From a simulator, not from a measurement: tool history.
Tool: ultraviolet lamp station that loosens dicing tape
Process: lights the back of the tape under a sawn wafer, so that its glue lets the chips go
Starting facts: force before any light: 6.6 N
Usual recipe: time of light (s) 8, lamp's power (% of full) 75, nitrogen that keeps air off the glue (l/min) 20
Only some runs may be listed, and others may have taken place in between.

run,hour,time of light (s),lamp's power (% of full),nitrogen that keeps air off the glue (l/min),force that peels the tape off (N),light that reached the tape (mJ/cm2)
1,0.0,8,75,20,0.902,179
2,25.2,8,75,20,0.908,178
3,53.1,14,75,20,0.295,301
4,76.2,14,75,20,0.309,302
5,93.7,14,75,20,0.311,301
6,124.0,8,75,20,1.017,165
7,141.4,5,75,20,1.996,102
8,156.1,5,75,20,2.053,102
9,171.0,5,75,20,2.062,101
10,201.1,5,75,20,2.095,95
11,224.2,5,75,20,2.114,98
12,251.6,8,75,20,1.138,148
13,283.8,8,75,20,1.173,152
14,308.3,8,75,20,1.256,150
15,330.8,8,75,20,1.283,147
16,361.7,6,75,20,1.980,105
17,378.0,6,75,20,1.932,102
18,403.3,6,75,20,2.010,106
19,431.4,10,75,20,0.986,170
20,445.5,7,75,20,1.762,116
21,476.0,7,75,20,1.771,118
22,506.2,7,84,34,1.174,129
23,527.0,7,84,34,1.192,122
24,554.9,10,75,20,1.114,161
25,570.3,10,75,20,1.144,155
26,597.5,10,75,20,1.171,155
# hour 619.6: lamp changed
27,619.6,13,62,20,0.395,263
28,635.2,13,62,12,0.667,257
# hour 637.6: window cleaned of glue's vapour
29,666.5,13,62,12,0.463,299
30,685.7,13,68,15,0.320,328
31,717.6,13,68,15,0.313,324
32,735.5,13,96,13,0.200,454
33,760.1,13,96,24,0.134,449
34,786.8,13,96,24,0.145,436
35,807.1,13,96,24,0.142,439
36,827.1,8,83,20,0.532,226
37,850.0,8,83,20,0.579,226
38,881.0,14,99,20,0.151,471
39,907.0,14,84,21,0.176,389
40,929.4,8,96,20,0.422,253
41,958.5,8,96,20,0.458,246
42,981.9,8,96,6,1.248,247

Branching from run 42: 5 alternative next runs. What would each branch give?
A,1008.5,13,80,6,?,?
B,1008.5,14,75,9,?,?
C,1008.5,7,75,20,?,?
D,1008.5,4,68,8,?,?
E,1008.5,8,68,28,?,?

run,force that peels the tape off (N),light that reached the tape (mJ/cm2)
A,0.739,332
B,0.502,327
C,1.025,166
D,3.326,87
E,0.765,170
The same runs, with their run-to-run variation unchanged, on a tool lacking any hidden condition would have given:
run,force that peels the tape off (N),light that reached the tape (mJ/cm2)
A,0.488,406
B,0.325,400
C,0.702,202
D,2.864,106
E,0.504,208
